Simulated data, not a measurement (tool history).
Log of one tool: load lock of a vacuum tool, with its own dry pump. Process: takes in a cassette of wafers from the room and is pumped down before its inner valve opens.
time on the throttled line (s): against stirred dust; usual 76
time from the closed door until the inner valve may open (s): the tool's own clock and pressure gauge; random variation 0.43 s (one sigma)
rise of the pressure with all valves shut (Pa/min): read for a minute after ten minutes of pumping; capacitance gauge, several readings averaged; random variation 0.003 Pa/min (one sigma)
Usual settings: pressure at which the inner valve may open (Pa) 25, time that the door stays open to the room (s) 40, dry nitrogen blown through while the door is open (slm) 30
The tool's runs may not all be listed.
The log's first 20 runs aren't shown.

run    hour  time on the throttled line (s)  pressure at which the inner valve may open (Pa)  time that the door stays open to the room (s)  dry nitrogen blown through while the door is open (slm)  hours that the pump has run since its overhaul  times that the door has closed on its seal  incoming humidity of the room's air, %  time from the closed door until the inner valve may open (s)  rise of the pressure with all valves shut (Pa/min)
 21  1749.8                              76                                               24                                             40                                                       11                                            3479                                       33825                                    42.7                                                         139.3                                                0.04
 22  1869.1                              76                                               24                                             40                                                       11                                            3599                                       34176                                    45.5                                                         139.9                                               0.042
 23  1953.3                              76                                               24                                             40                                                       11                                            3683                                       34424                                    45.5                                                         140.1                                                0.04
 24  2031.4                             106                                               26                                            189                                                       41                                            3761                                       34653                                    44.8                                                         163.3                                               0.064
 25  2115.4                             106                                               26                                            189                                                       41                                            3845                                       34901                                    48.8                                                         162.6                                                0.08
 26  2201.1                              76                                               34                                             40                                                       26                                            3931                                       35152                                    44.2                                                         137.3                                               0.028
 27  2281.5                              76                                               39                                             40                                                       26                                            4011                                       35389                                    42.5                                                         135.6                                               0.031
 28  2369.5                             139                                               39                                             73                                                       26                                            4099                                       35648                                    43.5                                                         184.4                                                0.04
 29  2449.9                              76                                               48                                             37                                                       30                                            4179                                       35884                                    43.1                                                         133.4                                                0.02
 30  2507.5                              90                                               39                                            116                                                        7                                            4237                                       36054                                    46.9                                                         147.1                                               0.106
 31    2613                              76                                               21                                             40                                                       12                                            4342                                       36364                                    43.2                                                           140                                               0.032
 32  2727.6                              76                                               48                                             30                                                        9                                            4457                                       36701                                    49.6                                                         133.2                                               0.038
 33  2800.8                              57                                               19                                             45                                                       30                                            4530                                       36916                                    45.9                                                         127.5                                               0.027
 34  2885.8                              55                                               27                                             40                                                       30                                            4615                                       37167                                    50.5                                                           122                                               0.033
 35  2940.1                              55                                               27                                             40                                                       30                                            4670                                       37326                                    41.1                                                         122.3                                                0.03
 36  3046.9                             142                                               25                                            213                                                       30                                            4776                                       37640                                    47.8                                                         193.1                                               0.087
 37    3128                              58                                               25                                            213                                                       30                                            4857                                       37879                                    43.4                                                         125.3                                               0.086
 38  3209.4                              58                                               33                                            101                                                       30                                            4939                                       38118                                    42.4                                                         122.8                                               0.047

Forecast each of these 3 alternatives for the next run:
  A  3334.8                              76                                               46                                             50                                                       30                                            5064                                       38487                                    42.2                                                             ?                                                   ?
  B  3334.8                              38                                               25                                            142                                                        5                                            5064                                       38487                                    44.7                                                             ?                                                   ?
  C  3334.8                              76                                               25                                             94                                                       30                                            5064                                       38487                                    44.1                                                             ?                                                   ?

run  time from the closed door until the inner valve may open (s)  rise of the pressure with all valves shut (Pa/min)
  A                                                         132.7                                               0.025
  B                                                           110                                               0.124
  C                                                           140                                               0.054
Without the tool's hidden state the same runs would have given:
run  time from the closed door until the inner valve may open (s)  rise of the pressure with all valves shut (Pa/min)
  A                                                         132.7                                               0.024
  B                                                         109.9                                               0.123
  C                                                           140                                               0.053

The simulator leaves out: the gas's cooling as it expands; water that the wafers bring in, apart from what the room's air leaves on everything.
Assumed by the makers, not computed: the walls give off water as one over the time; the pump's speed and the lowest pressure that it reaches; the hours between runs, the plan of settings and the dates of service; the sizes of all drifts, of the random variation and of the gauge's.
